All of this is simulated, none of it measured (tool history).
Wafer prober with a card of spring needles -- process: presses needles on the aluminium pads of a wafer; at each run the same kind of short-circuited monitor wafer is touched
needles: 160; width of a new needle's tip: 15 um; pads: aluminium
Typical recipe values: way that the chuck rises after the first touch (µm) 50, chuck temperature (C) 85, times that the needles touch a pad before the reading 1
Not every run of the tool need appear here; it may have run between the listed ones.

| run | hour | way that the chuck rises after the first touch (µm) | chuck temperature (C) | times that the needles touch a pad before the reading | resistance of one needle with its contact and lead (mohm) | way that a needle slides on the pad (µm) |
|---|---|---|---|---|---|---|
| 1 | 0.0 | 50 | 85 | 1 | 297 | 8.00 |
| 2 | 47.2 | 50 | 85 | 1 | 305 | 8.02 |
| 3 | 95.7 | 50 | 85 | 1 | 237 | 7.97 |
| 4 | 148.1 | 50 | 85 | 1 | 306 | 7.87 |
| 5 | 201.9 | 50 | 85 | 1 | 272 | 7.86 |
| 6 | 237.0 | 36 | 85 | 1 | 222 | 5.83 |
| 7 | 285.1 | 36 | 85 | 1 | 334 | 5.73 |
| 8 | 334.5 | 36 | 85 | 1 | 447 | 5.71 |
| 9 | 361.4 | 50 | 85 | 1 | 221 | 7.92 |
| 10 | 405.3 | 50 | 85 | 1 | 239 | 7.94 |
| 11 | 449.3 | 59 | 85 | 2 | 201 | 9.25 |
| 12 | 484.5 | 67 | 93 | 2 | 227 | 10.59 |
| 13 | 538.4 | 67 | 93 | 2 | 209 | 10.71 |
| 14 | 578.8 | 64 | 60 | 1 | 232 | 10.25 |
| 15 | 617.8 | 50 | 49 | 3 | 204 | 7.99 |
| 16 | 656.2 | 50 | 113 | 3 | 208 | 7.96 |
| 17 | 701.6 | 48 | 85 | 1 | 284 | 7.55 |
| 18 | 754.0 | 46 | 85 | 1 | 197 | 7.22 |
| 19 | 801.2 | 37 | 110 | 2 | 282 | 5.73 |

Between the runs listed above, the log contained 41 entries, not reproduced here. Where in the sequence does each belong, and how does what the log doesn't record of the tool's condition differ from the listed run before to the listed run after?
From run 1 to run 2: tips cleaned on abrasive film (hour 12.1); tips cleaned on abrasive film (hour 31.4)
  debris on the tips, nm: 47.9 -> 50.2; way that the needles fall short of the set height, um: 0.23 -> 0.45; tips' diameter, um: 15.08 -> 15.16
  difference, measured minus the result without the unlogged condition, resistance of one needle with its contact and lead (mohm): +112 -> +120; way that a needle slides on the pad (µm): -0.04 -> -0.08
From run 2 to run 3: tips cleaned on abrasive film (hour 51.9); tips cleaned on abrasive film (hour 72.8); tips cleaned on abrasive film (hour 91.9)
  debris on the tips, nm: 50.2 -> 23.1; way that the needles fall short of the set height, um: 0.45 -> 0.74; tips' diameter, um: 15.16 -> 15.26
  difference, measured minus the result without the unlogged condition, resistance of one needle with its contact and lead (mohm): +120 -> +57; way that a needle slides on the pad (µm): -0.08 -> -0.11
From run 3 to run 4: tips cleaned on abrasive film (hour 112.1); tips cleaned on abrasive film (hour 134.6)
  debris on the tips, nm: 23.1 -> 52.5; way that the needles fall short of the set height, um: 0.74 -> 0.92; tips' diameter, um: 15.26 -> 15.32
  difference, measured minus the result without the unlogged condition, resistance of one needle with its contact and lead (mohm): +57 -> +127; way that a needle slides on the pad (µm): -0.11 -> -0.14
From run 4 to run 5: tips cleaned on abrasive film (hour 156.1); tips cleaned on abrasive film (hour 175.8); tips cleaned on abrasive film (hour 196.1)
  debris on the tips, nm: 52.5 -> 35.3; way that the needles fall short of the set height, um: 0.92 -> 1.21; tips' diameter, um: 15.32 -> 15.42
  difference, measured minus the result without the unlogged condition, resistance of one needle with its contact and lead (mohm): +127 -> +90; way that a needle slides on the pad (µm): -0.14 -> -0.20
From run 5 to run 6: tips cleaned on abrasive film (hour 216.2); height of the first contact set anew (hour 225.6); tips cleaned on abrasive film (hour 237.0)
  debris on the tips, nm: 35.3 -> 5.7; way that the needles fall short of the set height, um: 1.21 -> 0.12; tips' diameter, um: 15.42 -> 15.51
  difference, measured minus the result without the unlogged condition, resistance of one needle with its contact and lead (mohm): +90 -> +27; way that a needle slides on the pad (µm): -0.20 -> -0.02
From run 6 to run 7: tips cleaned on abrasive film (hour 258.7); tips cleaned on abrasive film (hour 279.7)
  debris on the tips, nm: 5.7 -> 31.2; way that the needles fall short of the set height, um: 0.12 -> 0.29; tips' diameter, um: 15.51 -> 15.57
  difference, measured minus the result without the unlogged condition, resistance of one needle with its contact and lead (mohm): +27 -> +140; way that a needle slides on the pad (µm): -0.02 -> -0.04
From run 7 to run 8: tips cleaned on abrasive film (hour 298.9); tips cleaned on abrasive film (hour 318.3)
  debris on the tips, nm: 31.2 -> 54.3; way that the needles fall short of the set height, um: 0.29 -> 0.5; tips' diameter, um: 15.57 -> 15.64
  difference, measured minus the result without the unlogged condition, resistance of one needle with its contact and lead (mohm): +140 -> +251; way that a needle slides on the pad (µm): -0.04 -> -0.08
From run 8 to run 9: tips cleaned on abrasive film (hour 338.6); tips cleaned on abrasive film (hour 360.2)
  debris on the tips, nm: 54.3 -> 14.7; way that the needles fall short of the set height, um: 0.5 -> 0.69; tips' diameter, um: 15.64 -> 15.71
  difference, measured minus the result without the unlogged condition, resistance of one needle with its contact and lead (mohm): +251 -> +39; way that a needle slides on the pad (µm): -0.08 -> -0.11
From run 9 to run 10: tips cleaned on abrasive film (hour 382.9); tips cleaned on abrasive film (hour 402.6)
  debris on the tips, nm: 14.7 -> 21.3; way that the needles fall short of the set height, um: 0.69 -> 0.87; tips' diameter, um: 15.71 -> 15.77
  difference, measured minus the result without the unlogged condition, resistance of one needle with its contact and lead (mohm): +39 -> +57; way that a needle slides on the pad (µm): -0.11 -> -0.14
From run 10 to run 11: tips cleaned on abrasive film (hour 424.2); tips cleaned on abrasive film (hour 447.3)
  debris on the tips, nm: 21.3 -> 18.4; way that the needles fall short of the set height, um: 0.87 -> 1.06; tips' diameter, um: 15.77 -> 15.84
  difference, measured minus the result without the unlogged condition, resistance of one needle with its contact and lead (mohm): +57 -> +23; way that a needle slides on the pad (µm): -0.14 -> -0.17
From run 11 to run 12: tips cleaned on abrasive film (hour 468.0)
  debris on the tips, nm: 18.4 -> 52.5; way that the needles fall short of the set height, um: 1.06 -> 1.16; tips' diameter, um: 15.84 -> 15.87
  difference, measured minus the result without the unlogged condition, resistance of one needle with its contact and lead (mohm): +23 -> +49; way that a needle slides on the pad (µm): -0.17 -> -0.19
From run 12 to run 13: tips cleaned on abrasive film (hour 489.0); tips cleaned on abrasive film (hour 508.3); height of the first contact set anew (hour 525.6); tips cleaned on abrasive film (hour 530.4)
  debris on the tips, nm: 52.5 -> 40; way that the needles fall short of the set height, um: 1.16 -> 0.07; tips' diameter, um: 15.87 -> 15.96
  difference, measured minus the result without the unlogged condition, resistance of one needle with its contact and lead (mohm): +49 -> +36; way that a needle slides on the pad (µm): -0.19 -> -0.01
From run 13 to run 14: tips cleaned on abrasive film (hour 550.5); tips cleaned on abrasive film (hour 571.9)
  debris on the tips, nm: 40 -> 34; way that the needles fall short of the set height, um: 0.07 -> 0.27; tips' diameter, um: 15.96 -> 16.03
  difference, measured minus the result without the unlogged condition, resistance of one needle with its contact and lead (mohm): +36 -> +60; way that a needle slides on the pad (µm): -0.01 -> -0.05
From run 14 to run 15: tips cleaned on abrasive film (hour 591.5); tips cleaned on abrasive film (hour 612.5)
  debris on the tips, nm: 34 -> 30.9; way that the needles fall short of the set height, um: 0.27 -> 0.49; tips' diameter, um: 16.03 -> 16.11
  difference, measured minus the result without the unlogged condition, resistance of one needle with its contact and lead (mohm): +60 -> +33; way that a needle slides on the pad (µm): -0.05 -> -0.08
From run 15 to run 16: tips cleaned on abrasive film (hour 634.3); tips cleaned on abrasive film (hour 653.9)
  debris on the tips, nm: 30.9 -> 17.5; way that the needles fall short of the set height, um: 0.49 -> 0.66; tips' diameter, um: 16.11 -> 16.17
  difference, measured minus the result without the unlogged condition, resistance of one needle with its contact and lead (mohm): +33 -> +19; way that a needle slides on the pad (µm): -0.08 -> -0.10
From run 16 to run 17: tips cleaned on abrasive film (hour 673.9); tips cleaned on abrasive film (hour 695.0)
  debris on the tips, nm: 17.5 -> 33.7; way that the needles fall short of the set height, um: 0.66 -> 0.85; tips' diameter, um: 16.17 -> 16.23
  difference, measured minus the result without the unlogged condition, resistance of one needle with its contact and lead (mohm): +19 -> +100; way that a needle slides on the pad (µm): -0.10 -> -0.13
From run 17 to run 18: tips cleaned on abrasive film (hour 714.8); tips cleaned on abrasive film (hour 733.9); tips cleaned on abrasive film (hour 753.9)
  debris on the tips, nm: 33.7 -> 3.1; way that the needles fall short of the set height, um: 0.85 -> 1.11; tips' diameter, um: 16.23 -> 16.33
  difference, measured minus the result without the unlogged condition, resistance of one needle with its contact and lead (mohm): +100 -> +14; way that a needle slides on the pad (µm): -0.13 -> -0.17
From run 18 to run 19: tips cleaned on abrasive film (hour 774.2); tips cleaned on abrasive film (hour 796.5)
  debris on the tips, nm: 3.1 -> 25.4; way that the needles fall short of the set height, um: 1.11 -> 1.29; tips' diameter, um: 16.33 -> 16.39
  difference, measured minus the result without the unlogged condition, resistance of one needle with its contact and lead (mohm): +14 -> +79; way that a needle slides on the pad (µm): -0.17 -> -0.21
